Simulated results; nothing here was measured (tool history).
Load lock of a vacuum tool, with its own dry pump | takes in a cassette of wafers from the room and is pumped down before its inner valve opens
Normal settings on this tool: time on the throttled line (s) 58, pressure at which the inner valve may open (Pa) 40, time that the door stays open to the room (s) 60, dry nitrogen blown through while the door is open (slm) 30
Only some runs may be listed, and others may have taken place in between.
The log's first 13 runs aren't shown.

| run | hour | time on the throttled line (s) | pressure at which the inner valve may open (Pa) | time that the door stays open to the room (s) | dry nitrogen blown through while the door is open (slm) | incoming humidity of the room's air, % | time from the closed door until the inner valve may open (s) | rise of the pressure with all valves shut (Pa/min) |
|---|---|---|---|---|---|---|---|---|
| 14 | 1499.4 | 58 | 40 | 60 | 30 | 44.7 | 93.4 | 0.166 |
| 15 | 1604.2 | 58 | 40 | 60 | 30 | 46.6 | 93.6 | 0.174 |
| 16 | 1684.9 | 58 | 40 | 60 | 30 | 45.4 | 93.6 | 0.175 |
| 17 | 1797.5 | 58 | 40 | 60 | 30 | 43.9 | 93.5 | 0.18 |
| 18 | 1894.6 | 58 | 40 | 60 | 30 | 46.4 | 93.6 | 0.185 |
| 19 | 1976.7 | 58 | 40 | 60 | 30 | 46.3 | 93.4 | 0.181 |
| 20 | 2078 | 58 | 40 | 60 | 30 | 42.5 | 93.5 | 0.187 |
| 21 | 2168 | 58 | 33 | 60 | 21 | 47.2 | 94.9 | 0.195 |
| 22 | 2287.2 | 58 | 40 | 129 | 30 | 44.6 | 94 | 0.208 |
| 23 | 2367.6 | 58 | 40 | 44 | 30 | 45.9 | 93.3 | 0.194 |
| 24 | 2480.2 | 58 | 39 | 45 | 30 | 44.9 | 93.5 | 0.199 |
| 25 | 2622.4 | 58 | 39 | 45 | 30 | 45.1 | 93.9 | 0.201 |
| 26 | 2771.3 | 58 | 39 | 45 | 30 | 42.9 | 94.1 | 0.201 |
| 27 | 2859.9 | 70 | 56 | 144 | 30 | 46.1 | 101.1 | 0.226 |
| 28 | 2975.3 | 97 | 40 | 41 | 30 | 45.2 | 124.2 | 0.208 |
| 29 | 3074.7 | 97 | 40 | 41 | 30 | 46.3 | 123.8 | 0.211 |
| 30 | 3163.9 | 97 | 40 | 41 | 30 | 47.6 | 123.3 | 0.216 |
| 31 | 3319.7 | 97 | 40 | 41 | 30 | 46.1 | 123.8 | 0.216 |
| 32 | 3436.8 | 58 | 42 | 60 | 30 | 47.2 | 94 | 0.229 |
| 33 | 3572 | 72 | 45 | 28 | 10 | 45.1 | 104.1 | 0.234 |
| 34 | 3707.1 | 58 | 42 | 214 | 30 | 43.9 | 93.9 | 0.241 |
| 35 | 3810.5 | 58 | 42 | 214 | 30 | 45.9 | 94.3 | 0.257 |
| 36 | 3960.1 | 58 | 42 | 214 | 30 | 45.3 | 93.9 | 0.252 |
|  | 3987.9 | door's seal changed, seat wiped |
| 37 | 4099.6 | 58 | 73 | 32 | 5 | 47.8 | 90.4 | 0.051 |
| 38 | 4222.4 | 58 | 76 | 184 | 30 | 49.8 | 90.3 | 0.049 |

Forecast each of these 3 alternatives for the next run:
| A | 4345.1 | 58 | 76 | 63 | 30 | 44.2 | ? | ? |
| B | 4345.1 | 59 | 40 | 64 | 10 | 43.9 | ? | ? |
| C | 4345.1 | 98 | 36 | 94 | 30 | 44.7 | ? | ? |

| run | time from the closed door until the inner valve may open (s) | rise of the pressure with all valves shut (Pa/min) |
|---|---|---|
| A | 90.1 | 0.035 |
| B | 95 | 0.049 |
| C | 125.4 | 0.042 |
With the hidden condition removed and each run's random variation left untouched, the same runs would have given:
| run | time from the closed door until the inner valve may open (s) | rise of the pressure with all valves shut (Pa/min) |
|---|---|---|
| A | 87.9 | 0.032 |
| B | 92.5 | 0.047 |
| C | 123.5 | 0.039 |
